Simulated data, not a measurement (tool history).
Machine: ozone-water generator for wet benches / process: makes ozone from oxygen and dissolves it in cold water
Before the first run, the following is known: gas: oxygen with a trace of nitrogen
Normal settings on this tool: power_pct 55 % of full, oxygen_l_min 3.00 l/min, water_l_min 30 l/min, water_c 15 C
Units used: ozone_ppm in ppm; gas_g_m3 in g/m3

run	day	power_pct	oxygen_l_min	water_l_min	water_c	ozone_ppm	gas_g_m3
1	0.000	55	3.00	30	15	5.45	123.2
2	4.608	55	3.00	30	15	5.55	123.0
3	10.492	55	4.36	30	15	5.60	94.7
4	14.379	55	4.36	30	15	5.55	93.5
5	20.171	55	4.36	30	15	5.48	95.4
6	26.021	55	3.00	30	16	5.24	121.3
# day 26.517: water thermometer calibrated
7	31.217	45	3.00	30	15	4.72	108.7
8	38.175	66	1.60	22	13	7.55	209.4
9	42.300	44	2.84	34	10	4.21	110.7
10	45.271	44	2.84	34	10	4.19	110.0
11	49.633	44	2.84	34	10	4.17	108.3

For each run, the measured value with the value that run would have given without the tool's hidden condition subtracted. The run-to-run variation is shared by both, the gauge scatter possibly not:
The tool's hidden condition here consists of: yield of the discharge, % of new electrodes'; contactor's efficiency, % of a clean one's; true water temperature over the reading, C; drift of the gauge itself on ozone_ppm, %; drift of the gauge itself on gas_g_m3, %.
run	ozone_ppm	gas_g_m3
1	-0.31	-5.4
2	-0.33	-5.5
3	-0.36	-4.5
4	-0.37	-4.7
5	-0.39	-4.9
6	-0.40	-6.7
7	-0.33	-5.2
8	-0.68	-14.3
9	-0.32	-5.7
10	-0.32	-5.8
11	-0.34	-6.0
